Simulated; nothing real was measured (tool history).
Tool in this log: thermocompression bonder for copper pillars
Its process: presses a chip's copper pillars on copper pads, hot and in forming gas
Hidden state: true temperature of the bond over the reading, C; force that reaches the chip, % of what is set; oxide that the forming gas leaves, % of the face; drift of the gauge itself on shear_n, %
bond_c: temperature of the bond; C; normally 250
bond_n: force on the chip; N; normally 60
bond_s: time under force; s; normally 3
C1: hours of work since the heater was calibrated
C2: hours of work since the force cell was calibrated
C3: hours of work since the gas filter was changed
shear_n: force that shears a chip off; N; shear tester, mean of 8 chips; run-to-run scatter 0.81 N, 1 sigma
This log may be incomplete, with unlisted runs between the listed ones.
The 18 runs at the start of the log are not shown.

Run 19, hour 292.6: usual settings but bond_n 87 N; C1 242; C2 259; C3 309. Result: shear_n 69.3 N.
Run 20, hour 302.4: usual settings but bond_s 2 s; C1 248; C2 265; C3 314. Result: shear_n 47.5 N.
Run 21, hour 326.7: usual settings but bond_c 249 C, bond_n 81 N, bond_s 2 s; C1 261; C2 278; C3 328. Result: shear_n 56.5 N.
Run 22, hour 348.9: usual settings but bond_c 249 C, bond_n 81 N, bond_s 2 s; C1 274; C2 291; C3 340. Result: shear_n 56.4 N.
At hour 352.9: heater calibrated with a thermocouple chip.
Run 23, hour 363.8: usual settings but bond_c 267 C, bond_n 61 N; C1 6; C2 298; C3 347. Result: shear_n 71.7 N.
Run 24, hour 380.9: usual settings but bond_c 264 C, bond_n 61 N, bond_s 6 s; C1 16; C2 307; C3 357. Result: shear_n 85.2 N.
Run 25, hour 393.3: usual settings but bond_c 277 C, bond_n 42 N, bond_s 2 s; C1 23; C2 314; C3 364. Result: shear_n 58.7 N.
Run 26, hour 411.5: usual settings but bond_c 277 C, bond_n 42 N, bond_s 2 s; C1 33; C2 324; C3 374. Result: shear_n 59.2 N.
Run 27, hour 421.6: usual settings but bond_c 264 C, bond_n 62 N, bond_s 2 s; C1 38; C2 330; C3 379. Result: shear_n 59.1 N.
At hour 429.1: forming gas filter changed.
Run 28, hour 432.2: usual settings but bond_c 264 C, bond_n 62 N, bond_s 2 s; C1 44; C2 336; C3 2. Result: shear_n 65.1 N.
At hour 445.5: heater calibrated with a thermocouple chip, once more.
Run 29, hour 446.6: usual settings but bond_c 229 C, bond_n 62 N, bond_s 2 s; C1 1; C2 342; C3 9. Result: shear_n 36 N.
Run 30, hour 466.9: usual settings but bond_c 229 C, bond_n 62 N, bond_s 2 s; C1 12; C2 354; C3 20. Result: shear_n 36.5 N.
Run 31, hour 488: usual settings but bond_c 271 C, bond_n 36 N; C1 24; C2 365; C3 32. Result: shear_n 64.2 N.
Run 32, hour 504.6: usual settings but bond_c 252 C, bond_n 76 N; C1 33; C2 375; C3 41. Result: shear_n 74.9 N.

Predict the results of run 33:
Run 33, hour 528.9: usual settings but bond_c 252 C, bond_n 76 N; C1 46; C2 388; C3 54. Result: shear_n ?.

Run 33 measured shear_n 73.2 N.
If the tool had no hidden condition, the same run with the same run-to-run variation would have returned shear_n 75 N.
